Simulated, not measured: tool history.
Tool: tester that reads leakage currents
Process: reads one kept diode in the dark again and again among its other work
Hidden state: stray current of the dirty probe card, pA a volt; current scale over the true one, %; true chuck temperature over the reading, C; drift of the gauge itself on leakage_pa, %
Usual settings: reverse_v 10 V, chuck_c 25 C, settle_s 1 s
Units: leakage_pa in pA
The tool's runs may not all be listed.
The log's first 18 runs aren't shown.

run,hour,reverse_v,chuck_c,settle_s,hours of work since the probe card was cleaned,hours of work since the tester was calibrated,hours of work since the chuck was calibrated,leakage_pa
19,2843.4,10,25,1,2632,1294,763,138.37
20,3037.4,10,25,1,2717,1380,848,139.12
# hour 3070.4: chuck's temperature calibrated
21,3187.8,4.1,49,4.95,2782,1445,52,616.7
22,3285.1,7.1,25,1,2825,1488,94,126.53
23,3402.9,7.1,25,1,2877,1539,146,126.39
24,3548.8,12.6,23,1,2941,1603,210,140.51
25,3666,12.6,43,0.71,2992,1655,262,610.3
# hour 3683.3: tester calibrated
26,3814.8,12.6,30,0.71,3057,58,326,233.87
27,4014.8,15.9,49,8.97,3144,146,414,1011.01
28,4201.2,9,43,1.2,3226,227,496,526.98
29,4350.7,9.5,52,0.45,3292,293,561,1023.97
# hour 4387.4: tester calibrated, once more
# hour 4442.9: probe card cleaned and baked
30,4485.3,1.5,54,0.42,19,42,618,575.64
31,4628.6,10,58,9.19,82,105,681,1541.95
32,4799.7,10,45,8.97,157,180,756,608.24
33,4912.9,2.5,45,0.86,206,229,806,363.34
# hour 5050.8: chuck's temperature calibrated
34,5096.3,2.7,45,0.86,286,309,20,382.37
35,5270.1,2.7,45,0.86,362,385,96,380.15
36,5429.1,10,25,9.59,432,455,166,128.81
37,5600.7,1.8,36,3.36,508,531,242,162.45
38,5760.6,10,32,1.89,578,601,312,228.14

Forecast each of these 3 alternatives for the next run:
A,5937.4,5.6,22,1,656,679,389,?
B,5937.4,8.5,25,1.67,656,679,389,?
C,5937.4,10,22,1,656,679,389,?

run,leakage_pa
A,80.54
B,121.64
C,101.66
Without the tool's hidden state the same runs would have given:
run,leakage_pa
A,82.64
B,124.69
C,103.26

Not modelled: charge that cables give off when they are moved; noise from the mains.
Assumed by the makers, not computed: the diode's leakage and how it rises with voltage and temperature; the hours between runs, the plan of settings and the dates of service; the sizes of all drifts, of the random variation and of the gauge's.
